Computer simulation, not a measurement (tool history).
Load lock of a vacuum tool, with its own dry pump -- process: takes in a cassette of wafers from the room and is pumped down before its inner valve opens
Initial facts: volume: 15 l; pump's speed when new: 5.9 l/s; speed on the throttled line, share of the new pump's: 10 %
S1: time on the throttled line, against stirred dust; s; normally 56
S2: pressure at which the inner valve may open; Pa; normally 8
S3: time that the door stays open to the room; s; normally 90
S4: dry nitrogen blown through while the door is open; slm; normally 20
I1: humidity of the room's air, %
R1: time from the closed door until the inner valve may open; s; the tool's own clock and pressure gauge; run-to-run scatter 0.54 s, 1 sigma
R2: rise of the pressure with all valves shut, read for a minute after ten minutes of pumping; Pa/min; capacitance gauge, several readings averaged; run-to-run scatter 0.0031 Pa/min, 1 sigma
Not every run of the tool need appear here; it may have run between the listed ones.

Run 1, hour 0: usual settings; I1 44.5. Result: R1 75.6 s, R2 0.361 Pa/min.
Run 2, hour 103.8: usual settings; I1 44.7. Result: R1 75.7 s, R2 0.368 Pa/min.
Run 3, hour 177.1: usual settings; I1 45.6. Result: R1 75 s, R2 0.374 Pa/min.
Run 4, hour 256.9: usual settings but S1 45 s; I1 46.6. Result: R1 65.5 s, R2 0.384 Pa/min.
Run 5, hour 327.2: usual settings but S1 45 s; I1 45.7. Result: R1 65.3 s, R2 0.387 Pa/min.
Run 6, hour 440.8: usual settings but S2 13 Pa; I1 46.3. Result: R1 73.5 s, R2 0.388 Pa/min.
Run 7, hour 563.3: usual settings; I1 44.5. Result: R1 75.2 s, R2 0.394 Pa/min.
Run 8, hour 668: usual settings but S3 226 s; I1 47.1. Result: R1 74.5 s, R2 0.458 Pa/min.
Run 9, hour 788.9: usual settings but S1 104 s, S2 14 Pa, S3 35 s, S4 7 slm; I1 45.8. Result: R1 116.5 s, R2 0.396 Pa/min.
Run 10, hour 939.3: usual settings but S3 84 s; I1 45. Result: R1 75 s, R2 0.415 Pa/min.
Run 11, hour 1070.3: usual settings but S1 103 s, S2 7 Pa, S3 115 s, S4 7 slm; I1 50.3. Result: R1 119 s, R2 0.476 Pa/min.
Run 12, hour 1177.8: usual settings but S1 103 s, S2 7 Pa, S3 115 s, S4 7 slm; I1 41.7. Result: R1 117.1 s, R2 0.468 Pa/min.
Run 13, hour 1322: usual settings but S1 54 s, S2 7 Pa, S3 52 s, S4 7 slm; I1 42.5. Result: R1 74.3 s, R2 0.437 Pa/min.
Run 14, hour 1428.1: usual settings but S1 54 s, S2 7 Pa, S3 52 s, S4 7 slm; I1 48.1. Result: R1 73.6 s, R2 0.453 Pa/min.
Run 15, hour 1565: usual settings but S1 54 s, S2 7 Pa, S3 52 s, S4 7 slm; I1 46.7. Result: R1 75.1 s, R2 0.462 Pa/min.

Per-run results on a tool with no hidden state, each run keeping its own random variation:
Hidden conditions of the tool in this case: pump's speed, % of a new pump's; leak at the door's seal, Pa l/s; drift of the gauge itself on ready_s, %; drift of the gauge itself on rise_pa_min, %.
run     R1     R2
  1   74.5  0.065
  2   74.6  0.067
  3   73.9  0.064
  4   64.3  0.069
  5   64.1  0.064
  6   72.5  0.065
  7     74  0.063
  8   73.3  0.124
  9  115.8  0.051
 10   73.8  0.062
 11    118  0.118
 12  116.1  0.099
 13   72.9  0.059
 14   72.2  0.065
 15   73.7  0.067
